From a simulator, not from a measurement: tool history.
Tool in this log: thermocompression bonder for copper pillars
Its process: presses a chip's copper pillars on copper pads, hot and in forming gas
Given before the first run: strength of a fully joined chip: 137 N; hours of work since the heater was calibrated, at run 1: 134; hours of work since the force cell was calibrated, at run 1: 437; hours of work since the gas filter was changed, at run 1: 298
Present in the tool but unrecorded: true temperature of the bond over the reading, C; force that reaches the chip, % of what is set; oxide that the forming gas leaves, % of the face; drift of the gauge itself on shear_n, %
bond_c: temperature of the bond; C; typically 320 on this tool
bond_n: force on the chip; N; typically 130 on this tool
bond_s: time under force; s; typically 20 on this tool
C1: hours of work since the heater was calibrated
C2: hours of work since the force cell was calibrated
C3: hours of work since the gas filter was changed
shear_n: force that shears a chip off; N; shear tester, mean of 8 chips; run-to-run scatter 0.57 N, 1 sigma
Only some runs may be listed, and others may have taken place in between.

{"run": 1, "hour": 0.0, "bond_c": 320, "bond_n": 130, "bond_s": 20, "C1": 134, "C2": 437, "C3": 298, "shear_n": 51.4}
{"run": 2, "hour": 6.9, "bond_c": 320, "bond_n": 130, "bond_s": 20, "C1": 137, "C2": 440, "C3": 302, "shear_n": 51.4}
{"run": 3, "hour": 17.1, "bond_c": 320, "bond_n": 130, "bond_s": 17, "C1": 142, "C2": 445, "C3": 306, "shear_n": 48.8}
{"run": 4, "hour": 23.7, "bond_c": 320, "bond_n": 130, "bond_s": 17, "C1": 145, "C2": 448, "C3": 309, "shear_n": 48.9}
{"run": 5, "hour": 34.9, "bond_c": 320, "bond_n": 130, "bond_s": 17, "C1": 150, "C2": 453, "C3": 314, "shear_n": 48.5}
{"run": 6, "hour": 47.7, "bond_c": 311, "bond_n": 130, "bond_s": 17, "C1": 156, "C2": 459, "C3": 320, "shear_n": 43.2}
{"hour": 50.5, "done": "heater calibrated with a thermocouple chip"}
{"run": 7, "hour": 56.3, "bond_c": 299, "bond_n": 130, "bond_s": 17, "C1": 3, "C2": 462, "C3": 323, "shear_n": 36.5}

What does the tool deliver on the next run?
{"run": 8, "hour": 69.2, "bond_c": 320, "bond_n": 87, "bond_s": 11, "C1": 9, "C2": 468, "C3": 329, "shear_n": "?"}

Run 8 yielded shear_n 25.4 N.
Were there no unlogged condition in the tool, this run, its random variation unchanged, would have produced shear_n 28.1 N.
